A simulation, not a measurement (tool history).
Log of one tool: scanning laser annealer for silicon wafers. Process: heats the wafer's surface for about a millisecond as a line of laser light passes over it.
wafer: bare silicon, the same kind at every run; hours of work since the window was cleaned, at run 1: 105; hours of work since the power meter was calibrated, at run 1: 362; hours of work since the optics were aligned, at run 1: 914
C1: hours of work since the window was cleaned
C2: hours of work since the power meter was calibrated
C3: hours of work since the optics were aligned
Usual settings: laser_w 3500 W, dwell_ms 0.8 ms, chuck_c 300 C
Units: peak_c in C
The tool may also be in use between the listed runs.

{"run": 1, "hour": 0.0, "laser_w": 3500, "dwell_ms": 0.8, "chuck_c": 300, "C1": 105, "C2": 362, "C3": 914, "peak_c": 1100}
{"run": 2, "hour": 28.2, "laser_w": 3500, "dwell_ms": 0.958, "chuck_c": 300, "C1": 118, "C2": 375, "C3": 927, "peak_c": 1186}
{"run": 3, "hour": 54.8, "laser_w": 3500, "dwell_ms": 0.958, "chuck_c": 300, "C1": 130, "C2": 387, "C3": 939, "peak_c": 1186}
{"run": 4, "hour": 85.4, "laser_w": 3500, "dwell_ms": 0.958, "chuck_c": 300, "C1": 144, "C2": 401, "C3": 953, "peak_c": 1184}
{"run": 5, "hour": 111.7, "laser_w": 3500, "dwell_ms": 0.8, "chuck_c": 300, "C1": 156, "C2": 413, "C3": 965, "peak_c": 1101}
{"run": 6, "hour": 160.2, "laser_w": 3500, "dwell_ms": 0.8, "chuck_c": 300, "C1": 177, "C2": 435, "C3": 986, "peak_c": 1099}
{"run": 7, "hour": 187.8, "laser_w": 3500, "dwell_ms": 0.8, "chuck_c": 300, "C1": 190, "C2": 447, "C3": 999, "peak_c": 1103}
{"run": 8, "hour": 230.3, "laser_w": 3500, "dwell_ms": 0.8, "chuck_c": 300, "C1": 209, "C2": 466, "C3": 1018, "peak_c": 1100}
{"run": 9, "hour": 278.3, "laser_w": 3500, "dwell_ms": 0.8, "chuck_c": 300, "C1": 231, "C2": 488, "C3": 1040, "peak_c": 1102}
{"run": 10, "hour": 309.3, "laser_w": 3500, "dwell_ms": 0.8, "chuck_c": 300, "C1": 245, "C2": 502, "C3": 1054, "peak_c": 1098}
{"run": 11, "hour": 348.4, "laser_w": 3500, "dwell_ms": 0.835, "chuck_c": 300, "C1": 262, "C2": 519, "C3": 1071, "peak_c": 1121}
{"run": 12, "hour": 392.0, "laser_w": 3500, "dwell_ms": 0.835, "chuck_c": 300, "C1": 282, "C2": 539, "C3": 1091, "peak_c": 1119}
{"run": 13, "hour": 416.9, "laser_w": 3356, "dwell_ms": 0.745, "chuck_c": 311, "C1": 293, "C2": 550, "C3": 1102, "peak_c": 1044}
{"run": 14, "hour": 467.7, "laser_w": 3356, "dwell_ms": 0.816, "chuck_c": 311, "C1": 316, "C2": 573, "C3": 1125, "peak_c": 1081}
{"run": 15, "hour": 491.2, "laser_w": 3382, "dwell_ms": 0.8, "chuck_c": 300, "C1": 327, "C2": 584, "C3": 1136, "peak_c": 1068}
{"run": 16, "hour": 514.1, "laser_w": 3382, "dwell_ms": 0.8, "chuck_c": 300, "C1": 337, "C2": 594, "C3": 1146, "peak_c": 1068}
{"run": 17, "hour": 557.1, "laser_w": 3210, "dwell_ms": 1, "chuck_c": 305, "C1": 357, "C2": 614, "C3": 1166, "peak_c": 1122}
{"run": 18, "hour": 604.3, "laser_w": 3393, "dwell_ms": 0.805, "chuck_c": 312, "C1": 378, "C2": 635, "C3": 1187, "peak_c": 1084}
{"run": 19, "hour": 634.7, "laser_w": 3797, "dwell_ms": 0.805, "chuck_c": 312, "C1": 392, "C2": 649, "C3": 1201, "peak_c": 1197}
{"run": 20, "hour": 681.2, "laser_w": 3714, "dwell_ms": 0.624, "chuck_c": 300, "C1": 413, "C2": 670, "C3": 1222, "peak_c": 1052}
{"run": 21, "hour": 711.0, "laser_w": 3714, "dwell_ms": 0.624, "chuck_c": 300, "C1": 426, "C2": 683, "C3": 1235, "peak_c": 1049}
{"run": 22, "hour": 762.0, "laser_w": 3223, "dwell_ms": 0.8, "chuck_c": 336, "C1": 449, "C2": 706, "C3": 1258, "peak_c": 1060}
{"run": 23, "hour": 808.1, "laser_w": 3841, "dwell_ms": 0.769, "chuck_c": 331, "C1": 470, "C2": 727, "C3": 1279, "peak_c": 1207}
{"run": 24, "hour": 849.2, "laser_w": 3264, "dwell_ms": 0.769, "chuck_c": 331, "C1": 488, "C2": 745, "C3": 1297, "peak_c": 1050}

Forecast each of these 3 alternatives for the next run:
{"run": "A", "hour": 877.4, "laser_w": 3286, "dwell_ms": 0.816, "chuck_c": 280, "C1": 501, "C2": 758, "C3": 1310, "peak_c": "?"}
{"run": "B", "hour": 877.4, "laser_w": 3439, "dwell_ms": 0.832, "chuck_c": 319, "C1": 501, "C2": 758, "C3": 1310, "peak_c": "?"}
{"run": "C", "hour": 877.4, "laser_w": 3264, "dwell_ms": 0.769, "chuck_c": 329, "C1": 501, "C2": 758, "C3": 1310, "peak_c": "?"}

run=A peak_c=1033
run=B peak_c=1123
run=C peak_c=1050
Without the tool's hidden state the same runs would have given:
run=A peak_c=1033
run=B peak_c=1123
run=C peak_c=1050

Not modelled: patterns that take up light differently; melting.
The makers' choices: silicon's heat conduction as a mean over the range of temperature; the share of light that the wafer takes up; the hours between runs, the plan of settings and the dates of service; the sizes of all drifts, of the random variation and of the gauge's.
